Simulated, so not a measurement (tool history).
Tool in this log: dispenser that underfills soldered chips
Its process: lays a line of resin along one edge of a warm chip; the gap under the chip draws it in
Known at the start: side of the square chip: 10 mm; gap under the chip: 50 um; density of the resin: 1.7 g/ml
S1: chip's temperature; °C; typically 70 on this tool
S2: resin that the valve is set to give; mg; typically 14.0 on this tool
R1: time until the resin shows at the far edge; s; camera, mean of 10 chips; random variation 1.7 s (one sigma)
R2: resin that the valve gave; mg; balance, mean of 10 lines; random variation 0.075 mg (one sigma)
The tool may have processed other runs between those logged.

run 1 hour=0.0 | S1=70 S2=14.0 | R1=191.3 R2=12.96
run 2 hour=6.2 | S1=70 S2=14.0 | R1=226.4 R2=12.94
-- hour=11.3 new syringe of resin
run 3 hour=13.6 | S1=70 S2=14.1 | R1=185.7 R2=13.01
run 4 hour=16.9 | S1=70 S2=14.1 | R1=201.5 R2=13.02
run 5 hour=19.9 | S1=70 S2=14.0 | R1=221.3 R2=12.88
-- hour=25.6 new syringe of resin
-- hour=26.6 dispensing valve cleaned and set on the balance
run 6 hour=26.8 | S1=70 S2=14.0 | R1=176.6 R2=14.03
run 7 hour=33.9 | S1=56 S2=14.0 | R1=469.8 R2=13.96
-- hour=40.9 new syringe of resin
run 8 hour=40.9 | S1=70 S2=14.0 | R1=174.1 R2=13.76
run 9 hour=44.0 | S1=70 S2=14.0 | R1=186.9 R2=13.85
run 10 hour=47.0 | S1=70 S2=14.0 | R1=200.7 R2=13.98
run 11 hour=51.5 | S1=70 S2=14.0 | R1=227.7 R2=13.97
-- hour=55.6 new syringe of resin
run 12 hour=58.1 | S1=70 S2=14.0 | R1=187.5 R2=13.85
run 13 hour=63.0 | S1=70 S2=14.0 | R1=209.6 R2=13.73
run 14 hour=66.2 | S1=70 S2=14.0 | R1=226.4 R2=13.75
-- hour=70.4 new syringe of resin
run 15 hour=73.6 | S1=70 S2=14.0 | R1=193.1 R2=13.70
run 16 hour=78.4 | S1=84 S2=13.6 | R1=104.4 R2=13.34
run 17 hour=83.4 | S1=81 S2=14.1 | R1=140.2 R2=13.75
-- hour=84.7 new syringe of resin
run 18 hour=89.9 | S1=85 S2=12.3 | R1=91.4 R2=11.89
run 19 hour=95.3 | S1=85 S2=14.9 | R1=101.1 R2=14.50
-- hour=99.1 new syringe of resin
run 20 hour=102.3 | S1=76 S2=17.2 | R1=133.6 R2=16.65
run 21 hour=109.0 | S1=70 S2=13.6 | R1=226.9 R2=13.18
run 22 hour=112.3 | S1=70 S2=13.6 | R1=249.1 R2=12.99
-- hour=113.6 new syringe of resin
run 23 hour=117.6 | S1=60 S2=14.0 | R1=331.5 R2=13.55
run 24 hour=123.6 | S1=68 S2=12.7 | R1=251.9 R2=12.18

Forecast each of these 5 alternatives for the next run:
-- hour=127.9 new syringe of resin
run A hour=127.9 | S1=56 S2=12.9 | R1=? R2=?
-- hour=127.9 new syringe of resin
run B hour=127.9 | S1=85 S2=16.1 | R1=? R2=?
-- hour=127.9 new syringe of resin
run C hour=127.9 | S1=57 S2=14.0 | R1=? R2=?
-- hour=127.9 new syringe of resin
run D hour=127.9 | S1=68 S2=14.9 | R1=? R2=?
-- hour=127.9 new syringe of resin
run E hour=127.9 | S1=84 S2=14.0 | R1=? R2=?

run=A R1=396.1 R2=12.35
run=B R1=80.0 R2=15.24
run=C R1=372.8 R2=13.33
run=D R1=198.4 R2=14.35
run=E R1=85.1 R2=13.45
What these runs would have given with no unlogged condition in the tool:
run=A R1=368.9 R2=12.89
run=B R1=75.6 R2=15.91
run=C R1=348.1 R2=13.92
run=D R1=186.2 R2=14.97
run=E R1=80.2 R2=14.04

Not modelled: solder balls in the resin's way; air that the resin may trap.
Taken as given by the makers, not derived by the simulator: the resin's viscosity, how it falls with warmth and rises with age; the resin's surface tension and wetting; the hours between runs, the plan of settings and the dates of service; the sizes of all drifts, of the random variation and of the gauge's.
